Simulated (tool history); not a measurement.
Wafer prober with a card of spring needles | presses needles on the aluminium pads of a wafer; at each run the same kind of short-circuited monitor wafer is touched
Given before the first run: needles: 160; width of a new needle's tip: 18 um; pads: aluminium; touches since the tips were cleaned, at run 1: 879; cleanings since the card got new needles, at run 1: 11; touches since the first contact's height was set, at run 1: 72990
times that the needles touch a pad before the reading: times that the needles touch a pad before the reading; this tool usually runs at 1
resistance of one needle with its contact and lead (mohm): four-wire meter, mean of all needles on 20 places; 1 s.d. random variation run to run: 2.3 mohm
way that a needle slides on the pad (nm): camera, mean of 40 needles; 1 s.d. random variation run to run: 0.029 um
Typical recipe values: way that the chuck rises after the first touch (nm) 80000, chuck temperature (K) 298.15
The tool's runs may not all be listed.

| run | hour | way that the chuck rises after the first touch (nm) | chuck temperature (K) | times that the needles touch a pad before the reading | touches since the tips were cleaned | cleanings since the card got new needles | touches since the first contact's height was set | resistance of one needle with its contact and lead (mohm) | way that a needle slides on the pad (nm) |
|---|---|---|---|---|---|---|---|---|---|
| 1 | 0.0 | 80000 | 298.15 | 1 | 879 | 11 | 72990 | 294 | 11420 |
|  | 12.1 | tips cleaned on abrasive film |
|  | 26.1 | tips cleaned on abrasive film |
| 2 | 27.4 | 80000 | 298.15 | 1 | 621 | 13 | 86330 | 301 | 11360 |
|  | 40.8 | tips cleaned on abrasive film |
| 3 | 41.3 | 80000 | 298.15 | 1 | 226 | 14 | 93115 | 276 | 11360 |
|  | 53.9 | tips cleaned on abrasive film |
| 4 | 54.6 | 80000 | 298.15 | 1 | 350 | 15 | 99599 | 280 | 11320 |
|  | 67.7 | tips cleaned on abrasive film |
|  | 80.5 | tips cleaned on abrasive film |
| 5 | 83.2 | 82000 | 298.15 | 1 | 1303 | 17 | 113508 | 303 | 11680 |
|  | 94.6 | tips cleaned on abrasive film |
| 6 | 96.2 | 82000 | 384.15 | 1 | 801 | 18 | 119873 | 316 | 11630 |
|  | 107.4 | tips cleaned on abrasive film |
|  | 121.4 | tips cleaned on abrasive film |
| 7 | 127.2 | 82000 | 384.15 | 1 | 2824 | 20 | 134962 | 359 | 11620 |
|  | 135.6 | tips cleaned on abrasive film |
|  | 149.6 | tips cleaned on abrasive film |
| 8 | 150.4 | 80000 | 298.15 | 1 | 367 | 22 | 146264 | 285 | 11290 |
|  | 157.5 | tips cleaned on abrasive film, once more |
|  | 170.9 | tips cleaned on abrasive film |
| 9 | 173.7 | 80000 | 298.15 | 1 | 1362 | 24 | 157597 | 313 | 11300 |
|  | 184.0 | tips cleaned on abrasive film |
| 10 | 191.6 | 80000 | 298.15 | 1 | 3717 | 25 | 166320 | 364 | 11230 |
|  | 196.9 | tips cleaned on abrasive film |
|  | 209.6 | tips cleaned on abrasive film |
| 11 | 220.1 | 80000 | 298.15 | 1 | 5164 | 27 | 180242 | 386 | 11310 |
|  | 222.9 | tips cleaned on abrasive film |
|  | 235.7 | tips cleaned on abrasive film |
| 12 | 238.6 | 80000 | 298.15 | 1 | 1414 | 29 | 189220 | 320 | 11280 |
|  | 245.8 | height of the first contact set anew |
|  | 250.3 | tips cleaned on abrasive film |
| 13 | 254.1 | 80000 | 309.15 | 1 | 1819 | 30 | 3989 | 322 | 11500 |
|  | 263.2 | tips cleaned on abrasive film |
|  | 278.4 | tips cleaned on abrasive film |
| 14 | 284.1 | 80000 | 309.15 | 1 | 2810 | 32 | 18637 | 350 | 11460 |
|  | 292.3 | tips cleaned on abrasive film |
|  | 307.0 | tips cleaned on abrasive film |
| 15 | 313.1 | 80000 | 309.15 | 1 | 3014 | 34 | 32782 | 369 | 11430 |
|  | 321.3 | tips cleaned on abrasive film |
|  | 335.8 | tips cleaned on abrasive film |
| 16 | 340.6 | 80000 | 312.15 | 1 | 2364 | 36 | 46190 | 340 | 11450 |
|  | 349.0 | tips cleaned on abrasive film |
|  | 361.8 | tips cleaned on abrasive film |
| 17 | 367.0 | 85000 | 374.15 | 2 | 2561 | 38 | 59037 | 319 | 12150 |
|  | 375.1 | tips cleaned on abrasive film |
| 18 | 382.9 | 67000 | 330.15 | 3 | 3820 | 39 | 66775 | 326 | 9560 |
|  | 389.4 | tips cleaned on abrasive film |
|  | 403.4 | tips cleaned on abrasive film |
| 19 | 405.2 | 93000 | 367.15 | 1 | 892 | 41 | 77634 | 311 | 13210 |
|  | 416.5 | tips cleaned on abrasive film |
|  | 430.5 | tips cleaned on abrasive film |
| 20 | 433.0 | 93000 | 367.15 | 1 | 1230 | 43 | 91174 | 319 | 13220 |
|  | 444.1 | tips cleaned on abrasive film |
|  | 457.4 | tips cleaned on abrasive film |
| 21 | 459.3 | 80000 | 320.15 | 1 | 938 | 45 | 103978 | 311 | 11340 |
|  | 472.7 | tips cleaned on abrasive film |
| 22 | 477.4 | 64000 | 298.15 | 1 | 2320 | 46 | 112828 | 387 | 9090 |
|  | 488.1 | tips cleaned on abrasive film |
| 23 | 497.2 | 74000 | 319.15 | 2 | 4455 | 47 | 122506 | 350 | 10530 |
|  | 501.9 | tips cleaned on abrasive film |
|  | 517.0 | tips cleaned on abrasive film |
| 24 | 521.9 | 80000 | 298.15 | 3 | 2415 | 49 | 134535 | 296 | 11350 |
|  | 531.9 | tips cleaned on abrasive film |
| 25 | 535.3 | 61000 | 387.15 | 2 | 1651 | 50 | 141027 | 341 | 8590 |
|  | 545.9 | tips cleaned on abrasive film |
| 26 | 549.4 | 80000 | 298.15 | 1 | 1745 | 51 | 147943 | 328 | 11310 |
|  | 560.2 | tips cleaned on abrasive film |
|  | 573.3 | tips cleaned on abrasive film |
| 27 | 573.5 | 80000 | 298.15 | 1 | 58 | 53 | 159635 | 277 | 11320 |
|  | 587.7 | tips cleaned on abrasive film |
|  | 601.5 | tips cleaned on abrasive film |
| 28 | 603.5 | 77000 | 298.15 | 1 | 989 | 55 | 174289 | 312 | 10850 |
|  | 614.9 | tips cleaned on abrasive film |
|  | 628.8 | tips cleaned on abrasive film |
| 29 | 631.8 | 95000 | 298.15 | 1 | 1440 | 57 | 188056 | 308 | 13400 |
|  | 641.5 | height of the first contact set anew |
|  | 644.2 | tips cleaned on abrasive film |
|  | 658.2 | tips cleaned on abrasive film |
| 30 | 662.6 | 95000 | 298.15 | 1 | 2137 | 59 | 10272 | 315 | 13620 |

Some steps in resistance of one needle with its contact and lead (mohm), run to run, broken into two amounts with sign: the step expected even without the hidden condition (settings, incoming material, random variation), and the rest, left for the hidden condition together with whatever gauge scatter is not in both the measured and the hidden-condition-free result:
Hidden state at play: debris on the tips, nm; way that the needles fall short of the set height, um; tips' diameter, um; drift of the gauge itself on contact_mohm, %; drift of the gauge itself on scrub_um, %.
Run 7 -> 8: way that the chuck rises after the first touch (nm) 82000 -> 80000, chuck temperature (K) 384.15 -> 298.15, tips cleaned on abrasive film, tips cleaned on abrasive film. resistance of one needle with its contact and lead (mohm) -74: hidden state -46, all else -28.
Run 11 -> 12: tips cleaned on abrasive film, tips cleaned on abrasive film. resistance of one needle with its contact and lead (mohm) -66: hidden state -68, all else +2.
Run 21 -> 22: way that the chuck rises after the first touch (nm) 80000 -> 64000, chuck temperature (K) 320.15 -> 298.15, tips cleaned on abrasive film. resistance of one needle with its contact and lead (mohm) +76: hidden state +76, all else +0.
Run 23 -> 24: way that the chuck rises after the first touch (nm) 74000 -> 80000, chuck temperature (K) 319.15 -> 298.15, times that the needles touch a pad before the reading 2 -> 3, tips cleaned on abrasive film, tips cleaned on abrasive film. resistance of one needle with its contact and lead (mohm) -54: hidden state -48, all else -6.

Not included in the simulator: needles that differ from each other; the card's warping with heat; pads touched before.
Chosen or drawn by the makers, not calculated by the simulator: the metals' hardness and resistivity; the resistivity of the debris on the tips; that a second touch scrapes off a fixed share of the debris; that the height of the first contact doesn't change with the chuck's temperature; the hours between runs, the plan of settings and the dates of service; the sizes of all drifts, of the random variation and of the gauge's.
